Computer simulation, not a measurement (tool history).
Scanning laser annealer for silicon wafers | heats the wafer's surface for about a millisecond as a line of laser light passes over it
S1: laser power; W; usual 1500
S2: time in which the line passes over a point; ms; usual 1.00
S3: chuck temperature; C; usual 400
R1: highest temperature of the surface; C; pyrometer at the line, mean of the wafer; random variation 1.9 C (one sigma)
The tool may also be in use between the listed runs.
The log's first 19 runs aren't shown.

run	hour	S1	S2	S3	R1
20	131.1	1500	1.00	423	1083
21	136.9	1500	1.07	400	1080
22	143.6	1649	0.95	422	1151
23	149.2	1527	1.02	397	1073
# hour 154.7: optics aligned, line set to its width
24	160.0	1583	1.00	400	1097
25	165.8	1360	1.01	421	992
26	175.5	1545	1.00	411	1084
27	180.2	1367	0.84	413	943
28	188.6	1500	1.16	400	1090
29	194.7	1575	0.74	400	1007
# hour 204.2: optics aligned, line set to its width, once more
30	207.8	1461	1.02	436	1090
31	215.6	1461	1.02	436	1087
32	221.5	1461	1.02	395	1050
33	226.9	1435	0.92	387	995
34	235.9	1402	1.04	405	1028
35	241.2	1402	1.04	405	1030
36	250.0	1402	1.04	405	1029
37	254.6	1564	0.94	400	1089

The next listed run, before its measurement:
38	264.4	1625	1.06	400	?

Run 38 gave R1 1163 C.
Without the tool's hidden state the same run would have given R1 1205 C.
